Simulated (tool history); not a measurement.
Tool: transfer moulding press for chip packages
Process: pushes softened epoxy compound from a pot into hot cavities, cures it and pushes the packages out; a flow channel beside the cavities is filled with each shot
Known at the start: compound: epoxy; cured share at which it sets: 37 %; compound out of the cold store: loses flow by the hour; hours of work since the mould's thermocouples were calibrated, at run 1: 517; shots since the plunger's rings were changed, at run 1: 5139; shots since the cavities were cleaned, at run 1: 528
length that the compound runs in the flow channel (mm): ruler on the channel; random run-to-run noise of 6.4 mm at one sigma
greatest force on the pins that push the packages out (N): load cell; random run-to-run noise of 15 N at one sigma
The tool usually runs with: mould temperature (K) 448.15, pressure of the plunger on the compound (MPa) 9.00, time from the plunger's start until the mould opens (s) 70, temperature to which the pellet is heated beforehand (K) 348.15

run	hour	mould temperature (K)	pressure of the plunger on the compound (MPa)	time from the plunger's start until the mould opens (s)	temperature to which the pellet is heated beforehand (K)	hours of work since the mould's thermocouples were calibrated	shots since the plunger's rings were changed	shots since the cavities were cleaned	incoming compound's hours out of the cold store	length that the compound runs in the flow channel (mm)	greatest force on the pins that push the packages out (N)
1	0.0	448.15	9.00	70	348.15	517	5139	528	16.8	964	732
# hour 34.4: cavities cleaned with cleaning compound and waxed
2	62.3	448.15	9.00	70	348.15	554	6047	417	27.9	927	721
# hour 88.2: plunger's sealing rings changed
# hour 106.1: cavities cleaned with cleaning compound and waxed
3	120.4	444.15	9.00	70	348.15	587	458	213	46.3	882	884
4	165.1	444.15	9.00	70	348.15	614	1126	881	26.1	945	955
# hour 172.8: cavities cleaned with cleaning compound and waxed
5	206.1	444.15	9.00	70	348.15	638	1716	498	37.5	911	896
# hour 240.2: cavities cleaned with cleaning compound and waxed
6	240.2	448.15	9.00	70	350.15	658	2203	0	19.6	940	713
7	277.1	448.15	9.00	70	348.15	681	2754	551	16.6	969	735
# hour 298.0: mould's thermocouples calibrated
# hour 312.0: cavities cleaned with cleaning compound and waxed
8	357.6	448.15	9.00	70	348.15	35	3904	681	32.8	917	705
# hour 382.9: cavities cleaned with cleaning compound and waxed
9	397.0	448.15	9.00	70	348.15	59	4470	210	39.5	885	684
# hour 450.5: cavities cleaned with cleaning compound and waxed
10	458.8	448.15	9.00	70	348.15	95	5371	125	12.5	978	767
# hour 519.6: cavities cleaned with cleaning compound and waxed
# hour 534.1: plunger's sealing rings changed
11	536.8	448.15	9.00	70	348.15	140	41	219	20.3	945	727
# hour 589.0: cavities cleaned with cleaning compound and waxed
12	596.5	452.15	9.00	70	348.15	176	910	112	31.8	900	571
13	634.0	452.15	9.00	70	348.15	199	1470	672	11.1	972	581
# hour 657.4: cavities cleaned with cleaning compound and waxed
14	696.7	452.15	9.00	70	348.15	236	2385	588	46.5	849	561
# hour 726.7: cavities cleaned with cleaning compound and waxed
15	756.6	452.15	9.00	70	348.15	272	3256	447	24.4	919	578
# hour 796.8: cavities cleaned with cleaning compound and waxed
16	826.4	452.15	9.00	70	348.15	313	4277	443	36.2	890	578
# hour 865.2: cavities cleaned with cleaning compound and waxed
17	877.7	452.15	9.00	70	348.15	344	5020	187	37.8	876	565
# hour 932.4: cavities cleaned with cleaning compound and waxed
18	940.4	452.15	9.00	70	348.15	381	5934	119	30.9	907	584
# hour 977.5: plunger's sealing rings changed
19	978.0	441.15	8.67	68	348.15	402	8	643	23.4	947	1216
# hour 1004.3: cavities cleaned with cleaning compound and waxed
20	1053.5	441.15	9.50	106	348.15	448	1113	735	36.1	952	475
# hour 1075.2: cavities cleaned with cleaning compound and waxed
21	1100.2	455.15	10.73	68	350.15	475	1789	374	30.5	980	558
# hour 1143.4: cavities cleaned with cleaning compound and waxed
22	1171.0	450.15	10.73	62	350.15	517	2823	412	41.3	946	795
# hour 1211.8: cavities cleaned with cleaning compound and waxed
23	1211.8	447.15	8.76	62	356.15	541	3411	0	35.3	893	1018
24	1256.0	456.15	7.12	55	338.15	568	4071	660	13.3	839	1016
# hour 1279.2: cavities cleaned with cleaning compound and waxed
25	1289.6	452.15	6.94	55	338.15	588	4550	156	26.5	809	1178
26	1332.1	446.15	6.94	100	357.15	614	5185	791	36.6	790	431
# hour 1346.4: cavities cleaned with cleaning compound and waxed
27	1378.2	442.15	9.00	70	355.15	641	5851	475	41.6	900	936

Each row is a separate what-if for the run after 27, all from the same tool condition, not one after another. Results?
# hour 1413.7: cavities cleaned with cleaning compound and waxed
A	1413.7	442.15	9.00	70	345.15	662	6359	0	39.6	?	?
# hour 1413.7: cavities cleaned with cleaning compound and waxed
B	1413.7	455.15	9.00	70	342.15	662	6359	0	12.5	?	?
# hour 1413.7: cavities cleaned with cleaning compound and waxed
C	1413.7	448.15	7.85	70	345.15	662	6359	0	41.9	?	?

run	length that the compound runs in the flow channel (mm)	greatest force on the pins that push the packages out (N)
A	900	985
B	952	534
C	833	688
With no hidden state in the tool, these same runs would have given:
run	length that the compound runs in the flow channel (mm)	greatest force on the pins that push the packages out (N)
A	901	986
B	953	534
C	834	688
